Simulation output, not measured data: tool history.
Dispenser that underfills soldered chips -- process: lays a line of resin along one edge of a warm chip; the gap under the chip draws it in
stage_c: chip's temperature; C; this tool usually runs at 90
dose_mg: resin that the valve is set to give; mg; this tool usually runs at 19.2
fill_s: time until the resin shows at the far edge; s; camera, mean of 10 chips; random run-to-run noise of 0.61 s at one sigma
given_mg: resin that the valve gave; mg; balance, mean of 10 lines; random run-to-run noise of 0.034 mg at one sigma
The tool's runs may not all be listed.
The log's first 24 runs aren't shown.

-- day=10.754 new syringe of resin
run 25 day=10.917 | stage_c=87 dose_mg=21.3 | fill_s=67.1 given_mg=21.01
-- day=10.983 stage's temperature calibrated
-- day=11.271 new syringe of resin
run 26 day=11.358 | stage_c=87 dose_mg=21.3 | fill_s=60.5 given_mg=20.90
-- day=11.729 new syringe of resin
run 27 day=11.800 | stage_c=90 dose_mg=20.9 | fill_s=54.6 given_mg=20.47
-- day=12.175 new syringe of resin
-- day=12.246 dispensing valve cleaned and set on the balance
run 28 day=12.429 | stage_c=78 dose_mg=18.4 | fill_s=88.2 given_mg=18.48
-- day=12.692 new syringe of resin
run 29 day=12.925 | stage_c=78 dose_mg=18.4 | fill_s=88.0 given_mg=18.46
-- day=13.162 new syringe of resin
run 30 day=13.212 | stage_c=90 dose_mg=17.1 | fill_s=55.9 given_mg=17.05
-- day=13.638 new syringe of resin
run 31 day=13.650 | stage_c=90 dose_mg=18.3 | fill_s=52.5 given_mg=18.20
run 32 day=14.058 | stage_c=90 dose_mg=17.2 | fill_s=67.1 given_mg=17.13
-- day=14.117 new syringe of resin
-- day=14.579 new syringe of resin
run 33 day=14.675 | stage_c=90 dose_mg=17.2 | fill_s=56.2 given_mg=16.97

Forecast each of these 4 alternatives for the next run:
-- day=15.054 new syringe of resin
run A day=15.167 | stage_c=88 dose_mg=21.2 | fill_s=? given_mg=?
-- day=15.054 new syringe of resin
run B day=15.167 | stage_c=97 dose_mg=19.4 | fill_s=? given_mg=?
-- day=15.054 new syringe of resin
run C day=15.167 | stage_c=91 dose_mg=17.2 | fill_s=? given_mg=?
-- day=15.054 new syringe of resin
run D day=15.167 | stage_c=90 dose_mg=24.6 | fill_s=? given_mg=?

run=A fill_s=58.3 given_mg=20.93
run=B fill_s=44.2 given_mg=19.13
run=C fill_s=54.0 given_mg=16.92
run=D fill_s=54.6 given_mg=24.26
With no hidden state in the tool, these same runs would have given:
run=A fill_s=55.7 given_mg=21.22
run=B fill_s=42.3 given_mg=19.39
run=C fill_s=51.5 given_mg=17.15
run=D fill_s=52.2 given_mg=24.59
